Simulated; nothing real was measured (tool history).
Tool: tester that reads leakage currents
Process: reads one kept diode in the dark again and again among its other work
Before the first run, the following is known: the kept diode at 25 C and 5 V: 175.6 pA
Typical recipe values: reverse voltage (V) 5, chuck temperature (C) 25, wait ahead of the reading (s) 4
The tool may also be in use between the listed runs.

run   hour  reverse voltage (V)  chuck temperature (C)  wait ahead of the reading (s)  current that the tester gives (pA)
  1      0                    5                     25                              4                              176.03
  2   23.8                    5                     25                              4                              176.91
  3   54.4                    5                     25                              4                              175.19
  4   85.4                    5                     25                              4                              175.61
  5  110.5                    5                     25                              4                              175.57
  6  128.9                10.39                     25                              4                              221.86
  7  155.3                10.39                     25                              4                              222.05
  8  180.9                 1.56                     25                              4                               121.1
  9    203                 1.56                     25                              4                              121.28
 10  218.6                    5                     25                           0.67                              176.12
 11  250.1                 1.54                     25                           0.67                              120.85
 12  277.9                10.77                     25                              4                              224.12
 13  300.9                10.77                     40                              4                              772.46
 14  319.4                    5                     35                              4                              407.03
 15  334.5                    5                     35                              4                              406.91
 16  350.4                    5                     35                              4                              405.89
 17  370.7                    5                     35                              4                              405.58
 18  400.9                    5                     24                              4                              161.86
 19    429                    5                     24                              4                              160.49
 20  457.7                    5                     25                              4                              176.13
 21  489.2                    5                     22                           9.14                              135.31
 22  504.9                 2.05                     22                           7.13                              102.36
 23  536.7                 3.09                     55                           7.13                             1598.59
 24  558.9                 3.09                     55                           7.13                             1599.21
 25  590.4                 1.32                     31                           0.99                              191.84
 26  622.1                 2.37                     50                           7.18                              1022.2
 27    644                 2.68                     56                           2.88                             1651.28
 28    667                    5                     46                            6.5                              966.16
     678.6  -- chuck's temperature calibrated
 29  698.5                    5                     46                            6.5                               962.9
 30  730.9                 1.71                     36                           4.23                              311.87
 31  760.8                    5                     51                            0.3                             1396.05
 32  784.7                 7.54                     57                           0.33                             2440.84
 33  813.4                 7.26                     57                           0.33                             2416.41
 34    835                 7.85                     44                           0.55                              955.09
 35  856.3                 7.21                     23                           0.55                              167.03
 36  875.8                 3.91                     51                           0.52                             1288.44
 37    902                 1.55                     25                           1.64                              121.02
 38  924.3                10.57                     56                           5.56                             2545.43
 39  955.5                 13.6                     50                           0.68                             1795.39
 40  978.3                 13.6                     50                           0.68                             1784.17

3 ways to go on from here, each from the tool as it stands after run 40. What would each give?
  A  994.2                 2.51                     58                           0.68                                   ?
  B  994.2                 1.56                     50                           0.68                                   ?
  C  994.2                 1.99                     50                           4.33                                   ?

run  current that the tester gives (pA)
  A                             1848.07
  B                              895.16
  C                              966.02
With no hidden state in the tool, these same runs would have given:
run  current that the tester gives (pA)
  A                             1848.01
  B                              895.13
  C                              965.99
